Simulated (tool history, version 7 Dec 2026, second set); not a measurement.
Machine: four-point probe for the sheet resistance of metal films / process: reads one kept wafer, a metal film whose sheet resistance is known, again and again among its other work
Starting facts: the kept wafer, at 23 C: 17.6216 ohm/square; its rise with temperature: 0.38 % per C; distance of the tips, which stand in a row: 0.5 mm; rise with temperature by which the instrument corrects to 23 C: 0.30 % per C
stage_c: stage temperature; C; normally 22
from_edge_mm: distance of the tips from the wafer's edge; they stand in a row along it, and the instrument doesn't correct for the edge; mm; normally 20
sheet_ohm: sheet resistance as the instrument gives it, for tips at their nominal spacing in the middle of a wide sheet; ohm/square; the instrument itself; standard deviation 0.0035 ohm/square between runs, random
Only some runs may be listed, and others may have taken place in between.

run 1 hour=0.0 | stage_c=22 from_edge_mm=20 | sheet_ohm=17.583420
run 2 hour=11.4 | stage_c=22 from_edge_mm=13 | sheet_ohm=17.595654
run 3 hour=26.7 | stage_c=22 from_edge_mm=13 | sheet_ohm=17.594608
run 4 hour=50.5 | stage_c=22 from_edge_mm=72 | sheet_ohm=17.581420
run 5 hour=60.4 | stage_c=22 from_edge_mm=72 | sheet_ohm=17.578868
run 6 hour=73.8 | stage_c=22 from_edge_mm=72 | sheet_ohm=17.578427
run 7 hour=94.0 | stage_c=22 from_edge_mm=72 | sheet_ohm=17.579392
run 8 hour=108.1 | stage_c=24 from_edge_mm=72 | sheet_ohm=17.604143
run 9 hour=129.0 | stage_c=24 from_edge_mm=12 | sheet_ohm=17.626355
run 10 hour=139.1 | stage_c=30 from_edge_mm=20 | sheet_ohm=17.692596
run 11 hour=162.4 | stage_c=30 from_edge_mm=20 | sheet_ohm=17.689351
run 12 hour=181.0 | stage_c=30 from_edge_mm=20 | sheet_ohm=17.690419
run 13 hour=203.2 | stage_c=21 from_edge_mm=20 | sheet_ohm=17.582756
run 14 hour=217.8 | stage_c=21 from_edge_mm=20 | sheet_ohm=17.580824
run 15 hour=236.0 | stage_c=22 from_edge_mm=20 | sheet_ohm=17.592676
run 16 hour=257.8 | stage_c=23 from_edge_mm=3 | sheet_ohm=17.867939
run 17 hour=271.8 | stage_c=23 from_edge_mm=3 | sheet_ohm=17.862172
run 18 hour=292.2 | stage_c=31 from_edge_mm=20 | sheet_ohm=17.715412
run 19 hour=311.9 | stage_c=31 from_edge_mm=20 | sheet_ohm=17.710863
run 20 hour=327.1 | stage_c=20 from_edge_mm=44 | sheet_ohm=17.574387
run 21 hour=345.7 | stage_c=20 from_edge_mm=44 | sheet_ohm=17.572714
run 22 hour=357.0 | stage_c=29 from_edge_mm=27 | sheet_ohm=17.688866
run 23 hour=377.0 | stage_c=28 from_edge_mm=38 | sheet_ohm=17.675406
run 24 hour=388.0 | stage_c=28 from_edge_mm=38 | sheet_ohm=17.678936
run 25 hour=398.6 | stage_c=27 from_edge_mm=7 | sheet_ohm=17.715307
run 26 hour=412.6 | stage_c=31 from_edge_mm=7 | sheet_ohm=17.765079
run 27 hour=435.8 | stage_c=28 from_edge_mm=8 | sheet_ohm=17.712248
run 28 hour=446.4 | stage_c=28 from_edge_mm=8 | sheet_ohm=17.711209
run 29 hour=457.0 | stage_c=31 from_edge_mm=63 | sheet_ohm=17.717953
run 30 hour=467.8 | stage_c=28 from_edge_mm=7 | sheet_ohm=17.725485

Subtracting, for every run, the result it would have given without the tool's unlogged condition from the measured result gives the following. The same run-to-run variation enters both numbers; the gauge's scatter may not:
Hidden conditions of the tool in this case: inner tips' distance over the nominal, %; tips' flats over new ones', %; wafer's true temperature over the reading, C; drift of the gauge itself on sheet_ohm, %.
run=1 sheet_ohm=-0.033281
run=2 sheet_ohm=-0.032604
run=3 sheet_ohm=-0.031665
run=4 sheet_ohm=-0.030135
run=5 sheet_ohm=-0.029455
run=6 sheet_ohm=-0.028639
run=7 sheet_ohm=-0.027454
run=8 sheet_ohm=-0.026921
run=9 sheet_ohm=-0.025692
run=10 sheet_ohm=-0.025987
run=11 sheet_ohm=-0.024469
run=12 sheet_ohm=-0.023360
run=13 sheet_ohm=-0.020568
run=14 sheet_ohm=-0.019637
run=15 sheet_ohm=-0.018702
run=16 sheet_ohm=-0.017832
run=17 sheet_ohm=-0.016959
run=18 sheet_ohm=-0.016799
run=19 sheet_ohm=-0.015635
run=20 sheet_ohm=-0.012986
run=21 sheet_ohm=-0.011812
run=22 sheet_ohm=-0.012640
run=23 sheet_ohm=-0.011094
run=24 sheet_ohm=-0.010386
run=25 sheet_ohm=-0.009547
run=26 sheet_ohm=-0.009287
run=27 sheet_ohm=-0.007429
run=28 sheet_ohm=-0.006678
run=29 sheet_ohm=-0.006490
run=30 sheet_ohm=-0.005341
